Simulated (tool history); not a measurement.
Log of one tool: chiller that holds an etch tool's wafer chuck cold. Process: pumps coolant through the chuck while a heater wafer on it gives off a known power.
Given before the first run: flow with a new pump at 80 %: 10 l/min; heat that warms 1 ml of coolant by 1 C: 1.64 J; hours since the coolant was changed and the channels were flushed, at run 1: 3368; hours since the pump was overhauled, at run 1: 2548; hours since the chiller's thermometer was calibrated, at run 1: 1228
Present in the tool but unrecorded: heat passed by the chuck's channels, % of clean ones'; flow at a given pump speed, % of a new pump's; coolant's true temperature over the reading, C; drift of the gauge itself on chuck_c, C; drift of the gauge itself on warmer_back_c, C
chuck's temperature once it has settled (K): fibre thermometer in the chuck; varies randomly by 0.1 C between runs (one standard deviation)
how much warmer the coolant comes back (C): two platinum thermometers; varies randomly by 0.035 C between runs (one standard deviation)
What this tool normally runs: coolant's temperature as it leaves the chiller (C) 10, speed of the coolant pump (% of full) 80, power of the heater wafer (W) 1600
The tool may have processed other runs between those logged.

| run | hour | coolant's temperature as it leaves the chiller (C) | speed of the coolant pump (% of full) | power of the heater wafer (W) | hours since the coolant was changed and the channels were flushed | hours since the pump was overhauled | hours since the chiller's thermometer was calibrated | chuck's temperature once it has settled (K) | how much warmer the coolant comes back (C) |
|---|---|---|---|---|---|---|---|---|---|
| 1 | 0 | 10 | 80 | 1600 | 3368 | 2548 | 1228 | 305.35 | 5.93 |
| 2 | 96.8 | 10 | 61 | 1600 | 3465 | 2645 | 1325 | 311.35 | 7.77 |
| 3 | 253.2 | 10 | 79 | 1600 | 3622 | 2801 | 1481 | 305.45 | 6 |
| 4 | 410.7 | 10 | 79 | 1600 | 3779 | 2959 | 1639 | 305.65 | 6.03 |
| 5 | 631.5 | 10 | 80 | 1600 | 4000 | 3179 | 1859 | 305.55 | 5.96 |
| 6 | 782.7 | 10 | 80 | 1600 | 4151 | 3331 | 2011 | 305.75 | 5.96 |
| 7 | 994.4 | 10 | 80 | 1600 | 4363 | 3542 | 2222 | 305.85 | 5.93 |
| 8 | 1196.2 | 10 | 80 | 1600 | 4565 | 3744 | 2424 | 305.95 | 5.97 |
| 9 | 1321 | 10 | 80 | 1600 | 4689 | 3869 | 2549 | 305.95 | 6.01 |
| 10 | 1539.9 | 10 | 80 | 1600 | 4908 | 4088 | 2768 | 305.95 | 5.99 |
| 11 | 1700.1 | 10 | 80 | 1600 | 5069 | 4248 | 2928 | 306.35 | 5.99 |
| 12 | 1893 | 10 | 63 | 1600 | 5261 | 4441 | 3121 | 311.55 | 7.63 |
| 13 | 2113.1 | 10 | 63 | 1600 | 5482 | 4661 | 3341 | 312.05 | 7.62 |
| 14 | 2294 | 10 | 63 | 1600 | 5662 | 4842 | 3522 | 312.15 | 7.67 |
| 15 | 2386.7 | 10 | 63 | 1600 | 5755 | 4935 | 3615 | 312.15 | 7.72 |
| 16 | 2585 | 10 | 63 | 1600 | 5953 | 5133 | 3813 | 312.35 | 7.72 |
| 17 | 2799 | 5 | 63 | 921 | 6167 | 5347 | 4027 | 295.25 | 4.42 |
| 18 | 2889.4 | 7 | 75 | 1048 | 6258 | 5437 | 4117 | 296.65 | 4.19 |
|  | 3030.9 | chiller's thermometer calibrated |
| 19 | 3077.1 | 7 | 75 | 1048 | 6445 | 5624 | 46 | 296.75 | 4.19 |
| 20 | 3193.6 | 7 | 75 | 1048 | 6561 | 5741 | 163 | 296.85 | 4.24 |
| 21 | 3372.6 | 9 | 90 | 1048 | 6740 | 5920 | 342 | 296.25 | 3.58 |
| 22 | 3507.6 | 15 | 70 | 1038 | 6875 | 6055 | 477 | 305.85 | 4.51 |
| 23 | 3679.9 | 5 | 80 | 1600 | 7047 | 6227 | 649 | 302.45 | 6.09 |
| 24 | 3868.6 | 5 | 89 | 1600 | 7236 | 6416 | 838 | 300.55 | 5.46 |
| 25 | 4070 | 10 | 83 | 1305 | 7437 | 6617 | 1039 | 302.65 | 4.77 |
| 26 | 4180.6 | 13 | 65 | 917 | 7548 | 6728 | 1150 | 303.05 | 4.3 |
| 27 | 4354.6 | 13 | 65 | 917 | 7722 | 6902 | 1324 | 303.35 | 4.22 |
|  | 4468.1 | coolant changed, channels flushed |
| 28 | 4481.5 | 13 | 65 | 917 | 13 | 7022 | 1445 | 300.85 | 4.29 |
| 29 | 4675.6 | 13 | 65 | 917 | 207 | 7217 | 1639 | 300.75 | 4.35 |
| 30 | 4785 | 13 | 62 | 1600 | 317 | 7326 | 1748 | 312.85 | 7.86 |
| 31 | 5010.1 | 20 | 66 | 813 | 542 | 7551 | 1973 | 306.25 | 3.74 |

Each row is a separate what-if for the run after 31, all from the same tool condition, not one after another. Results?
| A | 5225.5 | 15 | 84 | 1600 | 757 | 7767 | 2189 | ? | ? |
| B | 5225.5 | 20 | 99 | 1596 | 757 | 7767 | 2189 | ? | ? |
| C | 5225.5 | 10 | 82 | 1031 | 757 | 7767 | 2189 | ? | ? |

| run | chuck's temperature once it has settled (K) | how much warmer the coolant comes back (C) |
|---|---|---|
| A | 309.05 | 5.76 |
| B | 311.25 | 4.91 |
| C | 297.05 | 3.85 |
Take away the tool's hidden state, keep each run's random variation, and the runs would have read:
| run | chuck's temperature once it has settled (K) | how much warmer the coolant comes back (C) |
|---|---|---|
| A | 307.85 | 5.52 |
| B | 310.15 | 4.7 |
| C | 296.25 | 3.69 |
